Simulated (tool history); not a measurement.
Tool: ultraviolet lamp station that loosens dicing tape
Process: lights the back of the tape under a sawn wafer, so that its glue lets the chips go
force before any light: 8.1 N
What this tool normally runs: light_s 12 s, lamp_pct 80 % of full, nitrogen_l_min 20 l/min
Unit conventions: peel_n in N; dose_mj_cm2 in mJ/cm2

run 1 hour=0.0 | light_s=12 lamp_pct=80 nitrogen_l_min=20 | peel_n=0.951 dose_mj_cm2=464
run 2 hour=10.8 | light_s=14 lamp_pct=80 nitrogen_l_min=20 | peel_n=0.720 dose_mj_cm2=540
run 3 hour=24.1 | light_s=12 lamp_pct=80 nitrogen_l_min=20 | peel_n=0.969 dose_mj_cm2=463
run 4 hour=35.4 | light_s=12 lamp_pct=80 nitrogen_l_min=20 | peel_n=0.936 dose_mj_cm2=459
run 5 hour=48.6 | light_s=12 lamp_pct=80 nitrogen_l_min=20 | peel_n=0.974 dose_mj_cm2=455
run 6 hour=54.2 | light_s=12 lamp_pct=80 nitrogen_l_min=20 | peel_n=0.981 dose_mj_cm2=454
run 7 hour=65.9 | light_s=12 lamp_pct=80 nitrogen_l_min=20 | peel_n=0.947 dose_mj_cm2=459
-- hour=67.0 window cleaned of glue's vapour
run 8 hour=73.9 | light_s=12 lamp_pct=80 nitrogen_l_min=20 | peel_n=1.010 dose_mj_cm2=447
run 9 hour=86.0 | light_s=12 lamp_pct=80 nitrogen_l_min=20 | peel_n=1.051 dose_mj_cm2=448
run 10 hour=91.6 | light_s=19 lamp_pct=80 nitrogen_l_min=7 | peel_n=0.966 dose_mj_cm2=697
run 11 hour=100.2 | light_s=19 lamp_pct=80 nitrogen_l_min=7 | peel_n=0.996 dose_mj_cm2=704
run 12 hour=111.4 | light_s=19 lamp_pct=80 nitrogen_l_min=7 | peel_n=1.018 dose_mj_cm2=700
run 13 hour=119.6 | light_s=7 lamp_pct=86 nitrogen_l_min=10 | peel_n=2.875 dose_mj_cm2=280
run 14 hour=132.6 | light_s=8 lamp_pct=64 nitrogen_l_min=14 | peel_n=3.072 dose_mj_cm2=229
-- hour=139.0 window cleaned of glue's vapour, once more
run 15 hour=143.9 | light_s=18 lamp_pct=72 nitrogen_l_min=7 | peel_n=1.111 dose_mj_cm2=659
run 16 hour=156.1 | light_s=22 lamp_pct=72 nitrogen_l_min=7 | peel_n=0.778 dose_mj_cm2=795
run 17 hour=166.8 | light_s=22 lamp_pct=79 nitrogen_l_min=27 | peel_n=0.252 dose_mj_cm2=869

Predict each of these 5 candidate next runs independently; none follows another, all start after run 17:
run A hour=179.0 | light_s=22 lamp_pct=61 nitrogen_l_min=27 | peel_n=? dose_mj_cm2=?
run B hour=179.0 | light_s=12 lamp_pct=78 nitrogen_l_min=8 | peel_n=? dose_mj_cm2=?
run C hour=179.0 | light_s=22 lamp_pct=79 nitrogen_l_min=11 | peel_n=? dose_mj_cm2=?
run D hour=179.0 | light_s=20 lamp_pct=79 nitrogen_l_min=9 | peel_n=? dose_mj_cm2=?
run E hour=179.0 | light_s=23 lamp_pct=80 nitrogen_l_min=20 | peel_n=? dose_mj_cm2=?

run=A peel_n=0.345 dose_mj_cm2=679
run=B peel_n=1.759 dose_mj_cm2=468
run=C peel_n=0.434 dose_mj_cm2=881
run=D peel_n=0.628 dose_mj_cm2=795
run=E peel_n=0.274 dose_mj_cm2=921
Without the tool's unlogged condition, the same runs would have read:
run=A peel_n=0.306 dose_mj_cm2=727
run=B peel_n=1.589 dose_mj_cm2=501
run=C peel_n=0.382 dose_mj_cm2=943
run=D peel_n=0.547 dose_mj_cm2=851
run=E peel_n=0.254 dose_mj_cm2=987
